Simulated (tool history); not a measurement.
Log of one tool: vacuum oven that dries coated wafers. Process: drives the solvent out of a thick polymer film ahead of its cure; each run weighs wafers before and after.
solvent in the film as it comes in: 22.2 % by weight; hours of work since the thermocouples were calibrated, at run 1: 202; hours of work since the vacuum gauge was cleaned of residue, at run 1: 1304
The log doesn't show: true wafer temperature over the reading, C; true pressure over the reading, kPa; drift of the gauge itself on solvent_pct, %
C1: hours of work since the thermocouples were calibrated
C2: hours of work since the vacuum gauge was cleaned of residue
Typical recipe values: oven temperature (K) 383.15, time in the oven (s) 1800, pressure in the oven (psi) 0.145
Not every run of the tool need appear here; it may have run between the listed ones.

{"run": 1, "day": 0.0, "oven temperature (K)": 383.15, "time in the oven (s)": 1800, "pressure in the oven (psi)": 0.145, "C1": 202, "C2": 1304, "solvent left in the film (%)": 3.25}
{"run": 2, "day": 1.554, "oven temperature (K)": 383.15, "time in the oven (s)": 1800, "pressure in the oven (psi)": 0.145, "C1": 230, "C2": 1332, "solvent left in the film (%)": 3.31}
{"run": 3, "day": 3.088, "oven temperature (K)": 383.15, "time in the oven (s)": 1800, "pressure in the oven (psi)": 0.145, "C1": 257, "C2": 1359, "solvent left in the film (%)": 3.26}
{"run": 4, "day": 4.812, "oven temperature (K)": 383.15, "time in the oven (s)": 1800, "pressure in the oven (psi)": 0.145, "C1": 288, "C2": 1390, "solvent left in the film (%)": 3.24}
{"run": 5, "day": 6.692, "oven temperature (K)": 383.15, "time in the oven (s)": 1800, "pressure in the oven (psi)": 0.145, "C1": 321, "C2": 1423, "solvent left in the film (%)": 3.25}
{"run": 6, "day": 8.883, "oven temperature (K)": 383.15, "time in the oven (s)": 1800, "pressure in the oven (psi)": 0.145, "C1": 360, "C2": 1462, "solvent left in the film (%)": 3.21}
{"run": 7, "day": 11.317, "oven temperature (K)": 383.15, "time in the oven (s)": 1800, "pressure in the oven (psi)": 0.145, "C1": 403, "C2": 1505, "solvent left in the film (%)": 3.31}
{"run": 8, "day": 13.792, "oven temperature (K)": 383.15, "time in the oven (s)": 1800, "pressure in the oven (psi)": 0.145, "C1": 448, "C2": 1550, "solvent left in the film (%)": 3.21}
{"run": 9, "day": 15.112, "oven temperature (K)": 383.15, "time in the oven (s)": 1800, "pressure in the oven (psi)": 0.145, "C1": 471, "C2": 1573, "solvent left in the film (%)": 3.28}
{"run": 10, "day": 16.262, "oven temperature (K)": 383.15, "time in the oven (s)": 1800, "pressure in the oven (psi)": 0.145, "C1": 491, "C2": 1593, "solvent left in the film (%)": 3.23}
{"run": 11, "day": 18.262, "oven temperature (K)": 383.15, "time in the oven (s)": 1800, "pressure in the oven (psi)": 0.145, "C1": 527, "C2": 1629, "solvent left in the film (%)": 3.22}
{"run": 12, "day": 19.479, "oven temperature (K)": 383.15, "time in the oven (s)": 1800, "pressure in the oven (psi)": 0.145, "C1": 549, "C2": 1651, "solvent left in the film (%)": 3.19}
{"run": 13, "day": 20.779, "oven temperature (K)": 383.15, "time in the oven (s)": 1800, "pressure in the oven (psi)": 0.145, "C1": 572, "C2": 1674, "solvent left in the film (%)": 3.22}
{"run": 14, "day": 23.033, "oven temperature (K)": 394.15, "time in the oven (s)": 1800, "pressure in the oven (psi)": 0.145, "C1": 612, "C2": 1714, "solvent left in the film (%)": 1.54}
{"run": 15, "day": 24.788, "oven temperature (K)": 394.15, "time in the oven (s)": 1800, "pressure in the oven (psi)": 0.145, "C1": 643, "C2": 1745, "solvent left in the film (%)": 1.57}
{"run": 16, "day": 27.221, "oven temperature (K)": 383.15, "time in the oven (s)": 1800, "pressure in the oven (psi)": 0.11, "C1": 686, "C2": 1788, "solvent left in the film (%)": 3.06}
{"day": 27.533, "done": "oven's thermocouples calibrated"}
{"run": 17, "day": 29.838, "oven temperature (K)": 383.15, "time in the oven (s)": 1800, "pressure in the oven (psi)": 0.11, "C1": 41, "C2": 1833, "solvent left in the film (%)": 2.94}
{"run": 18, "day": 31.3, "oven temperature (K)": 383.15, "time in the oven (s)": 1800, "pressure in the oven (psi)": 0.11, "C1": 67, "C2": 1860, "solvent left in the film (%)": 2.95}
{"run": 19, "day": 33.596, "oven temperature (K)": 383.15, "time in the oven (s)": 1800, "pressure in the oven (psi)": 0.11, "C1": 108, "C2": 1900, "solvent left in the film (%)": 2.93}
{"run": 20, "day": 35.967, "oven temperature (K)": 389.15, "time in the oven (s)": 1800, "pressure in the oven (psi)": 0.145, "C1": 150, "C2": 1943, "solvent left in the film (%)": 2.08}
{"day": 37.617, "done": "oven's thermocouples calibrated, once more"}
{"run": 21, "day": 38.021, "oven temperature (K)": 389.15, "time in the oven (s)": 1800, "pressure in the oven (psi)": 0.145, "C1": 7, "C2": 1978, "solvent left in the film (%)": 2.35}
{"run": 22, "day": 39.571, "oven temperature (K)": 383.15, "time in the oven (s)": 1800, "pressure in the oven (psi)": 0.145, "C1": 35, "C2": 2005, "solvent left in the film (%)": 3.44}
{"run": 23, "day": 40.642, "oven temperature (K)": 383.15, "time in the oven (s)": 1020, "pressure in the oven (psi)": 0.145, "C1": 54, "C2": 2024, "solvent left in the film (%)": 6.64}
{"run": 24, "day": 42.762, "oven temperature (K)": 383.15, "time in the oven (s)": 1800, "pressure in the oven (psi)": 0.145, "C1": 92, "C2": 2062, "solvent left in the film (%)": 3.44}
{"run": 25, "day": 44.571, "oven temperature (K)": 380.15, "time in the oven (s)": 1260, "pressure in the oven (psi)": 0.248, "C1": 124, "C2": 2094, "solvent left in the film (%)": 6.48}
{"run": 26, "day": 46.121, "oven temperature (K)": 380.15, "time in the oven (s)": 1260, "pressure in the oven (psi)": 0.248, "C1": 151, "C2": 2122, "solvent left in the film (%)": 6.4}
{"run": 27, "day": 47.721, "oven temperature (K)": 393.15, "time in the oven (s)": 1260, "pressure in the oven (psi)": 0.103, "C1": 180, "C2": 2150, "solvent left in the film (%)": 3.02}
{"run": 28, "day": 50.271, "oven temperature (K)": 393.15, "time in the oven (s)": 1260, "pressure in the oven (psi)": 0.103, "C1": 225, "C2": 2196, "solvent left in the film (%)": 3.02}
{"run": 29, "day": 51.588, "oven temperature (K)": 383.15, "time in the oven (s)": 2460, "pressure in the oven (psi)": 0.116, "C1": 249, "C2": 2219, "solvent left in the film (%)": 2.11}
{"run": 30, "day": 52.9, "oven temperature (K)": 383.15, "time in the oven (s)": 2460, "pressure in the oven (psi)": 0.116, "C1": 272, "C2": 2242, "solvent left in the film (%)": 2.1}
{"run": 31, "day": 55.492, "oven temperature (K)": 381.15, "time in the oven (s)": 2460, "pressure in the oven (psi)": 0.334, "C1": 318, "C2": 2288, "solvent left in the film (%)": 3.2}
{"run": 32, "day": 56.617, "oven temperature (K)": 384.15, "time in the oven (s)": 2280, "pressure in the oven (psi)": 0.084, "C1": 338, "C2": 2308, "solvent left in the film (%)": 2.09}
{"run": 33, "day": 59.196, "oven temperature (K)": 392.15, "time in the oven (s)": 1140, "pressure in the oven (psi)": 0.09, "C1": 384, "C2": 2354, "solvent left in the film (%)": 3.66}
{"run": 34, "day": 61.062, "oven temperature (K)": 375.15, "time in the oven (s)": 3000, "pressure in the oven (psi)": 0.422, "C1": 417, "C2": 2388, "solvent left in the film (%)": 4.07}
{"run": 35, "day": 63.342, "oven temperature (K)": 379.15, "time in the oven (s)": 1800, "pressure in the oven (psi)": 0.145, "C1": 458, "C2": 2428, "solvent left in the film (%)": 4.26}
{"run": 36, "day": 64.55, "oven temperature (K)": 380.15, "time in the oven (s)": 2160, "pressure in the oven (psi)": 0.18, "C1": 479, "C2": 2450, "solvent left in the film (%)": 3.29}
{"run": 37, "day": 65.975, "oven temperature (K)": 378.15, "time in the oven (s)": 1020, "pressure in the oven (psi)": 0.352, "C1": 505, "C2": 2475, "solvent left in the film (%)": 8.42}
{"run": 38, "day": 68.183, "oven temperature (K)": 383.15, "time in the oven (s)": 2220, "pressure in the oven (psi)": 0.103, "C1": 544, "C2": 2514, "solvent left in the film (%)": 2.36}
{"run": 39, "day": 69.712, "oven temperature (K)": 383.15, "time in the oven (s)": 1500, "pressure in the oven (psi)": 0.149, "C1": 571, "C2": 2541, "solvent left in the film (%)": 4.3}
{"run": 40, "day": 71.354, "oven temperature (K)": 383.15, "time in the oven (s)": 1500, "pressure in the oven (psi)": 0.215, "C1": 600, "C2": 2571, "solvent left in the film (%)": 4.43}
{"run": 41, "day": 73.446, "oven temperature (K)": 383.15, "time in the oven (s)": 1500, "pressure in the oven (psi)": 0.215, "C1": 637, "C2": 2608, "solvent left in the film (%)": 4.42}
{"run": 42, "day": 75.925, "oven temperature (K)": 392.15, "time in the oven (s)": 2100, "pressure in the oven (psi)": 0.297, "C1": 682, "C2": 2652, "solvent left in the film (%)": 1.88}
{"run": 43, "day": 78.5, "oven temperature (K)": 383.15, "time in the oven (s)": 1380, "pressure in the oven (psi)": 0.234, "C1": 727, "C2": 2698, "solvent left in the film (%)": 4.91}
{"run": 44, "day": 80.138, "oven temperature (K)": 383.15, "time in the oven (s)": 1380, "pressure in the oven (psi)": 0.234, "C1": 757, "C2": 2727, "solvent left in the film (%)": 4.91}
{"run": 45, "day": 81.896, "oven temperature (K)": 379.15, "time in the oven (s)": 1980, "pressure in the oven (psi)": 0.261, "C1": 788, "C2": 2758, "solvent left in the film (%)": 4.16}
{"run": 46, "day": 84.033, "oven temperature (K)": 383.15, "time in the oven (s)": 1680, "pressure in the oven (psi)": 0.073, "C1": 826, "C2": 2796, "solvent left in the film (%)": 3.37}
{"run": 47, "day": 86.325, "oven temperature (K)": 383.15, "time in the oven (s)": 1680, "pressure in the oven (psi)": 0.073, "C1": 867, "C2": 2837, "solvent left in the film (%)": 3.45}

Below are 4 alternative next runs, each starting from the tool's condition after run 47. Predict each:
{"run": "A", "day": 87.812, "oven temperature (K)": 383.15, "time in the oven (s)": 2220, "pressure in the oven (psi)": 0.073, "C1": 893, "C2": 2863, "solvent left in the film (%)": "?"}
{"run": "B", "day": 87.812, "oven temperature (K)": 383.15, "time in the oven (s)": 2580, "pressure in the oven (psi)": 0.145, "C1": 893, "C2": 2863, "solvent left in the film (%)": "?"}
{"run": "C", "day": 87.812, "oven temperature (K)": 391.15, "time in the oven (s)": 2580, "pressure in the oven (psi)": 0.213, "C1": 893, "C2": 2863, "solvent left in the film (%)": "?"}
{"run": "D", "day": 87.812, "oven temperature (K)": 383.15, "time in the oven (s)": 3240, "pressure in the oven (psi)": 0.142, "C1": 893, "C2": 2863, "solvent left in the film (%)": "?"}

run=A solvent_left_in_the_film_(%)=2.28
run=B solvent_left_in_the_film_(%)=2.02
run=C solvent_left_in_the_film_(%)=1.43
run=D solvent_left_in_the_film_(%)=1.55
Take away the tool's hidden state, keep each run's random variation, and the runs would have read:
run=A solvent_left_in_the_film_(%)=1.97
run=B solvent_left_in_the_film_(%)=1.64
run=C solvent_left_in_the_film_(%)=1.07
run=D solvent_left_in_the_film_(%)=1.07
